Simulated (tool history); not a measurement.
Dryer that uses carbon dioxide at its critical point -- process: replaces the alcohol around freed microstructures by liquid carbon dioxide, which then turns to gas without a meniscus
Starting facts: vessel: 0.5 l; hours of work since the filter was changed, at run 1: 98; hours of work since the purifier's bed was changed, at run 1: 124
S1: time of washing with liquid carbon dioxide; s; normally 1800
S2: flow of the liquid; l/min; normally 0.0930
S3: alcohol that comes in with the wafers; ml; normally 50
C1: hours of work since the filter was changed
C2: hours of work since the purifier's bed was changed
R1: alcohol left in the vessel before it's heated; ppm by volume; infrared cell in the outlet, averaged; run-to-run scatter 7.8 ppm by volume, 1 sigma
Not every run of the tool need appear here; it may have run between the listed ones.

run	hour	S1	S2	S3	C1	C2	R1
1	0.0	1800	0.0930	50	98	124	626
2	4.5	2100	0.0930	50	100	127	290
3	10.7	2100	0.0930	50	103	130	288
4	18.7	1800	0.0930	72	107	134	932
5	23.0	1800	0.0930	72	110	137	949
6	29.2	2520	0.0930	50	113	140	109
7	38.4	2460	0.0930	50	118	145	132
8	44.0	2460	0.0930	50	121	148	146
9	48.2	2460	0.0930	50	123	150	144
10	54.7	2460	0.0930	50	127	153	152
11	62.9	2460	0.0930	50	131	158	143
12	71.9	1740	0.0930	50	136	162	853
13	79.1	1380	0.1289	23	140	166	261
14	85.8	1380	0.1289	23	143	170	274
15	93.1	1980	0.1434	42	147	174	56
16	98.3	2640	0.0578	41	150	176	942
17	105.9	2640	0.0578	41	154	181	982
18	114.5	2640	0.0724	28	158	185	246
19	118.4	1800	0.0928	50	160	187	810
20	123.0	2100	0.1412	29	163	190	61
21	127.6	2100	0.1412	29	165	192	56
22	136.6	1200	0.0761	86	170	197	12293
23	145.3	1740	0.0696	30	175	201	1798
24	152.2	1740	0.1174	60	178	205	372

Each row is a separate what-if for the run after 24, all from the same tool condition, not one after another. Results?
A	161.0	2160	0.0930	50	183	210	?
B	161.0	1140	0.1174	51	183	210	?
C	161.0	2100	0.0791	60	183	210	?
D	161.0	1800	0.0853	50	183	210	?
E	161.0	1260	0.0694	27	183	210	?

run	R1
A	365
B	2249
C	1043
D	1289
E	4481
Stripped of hidden state, with their random variation kept, the same runs would have yielded:
run	R1
A	141
B	1240
C	492
D	644
E	3045

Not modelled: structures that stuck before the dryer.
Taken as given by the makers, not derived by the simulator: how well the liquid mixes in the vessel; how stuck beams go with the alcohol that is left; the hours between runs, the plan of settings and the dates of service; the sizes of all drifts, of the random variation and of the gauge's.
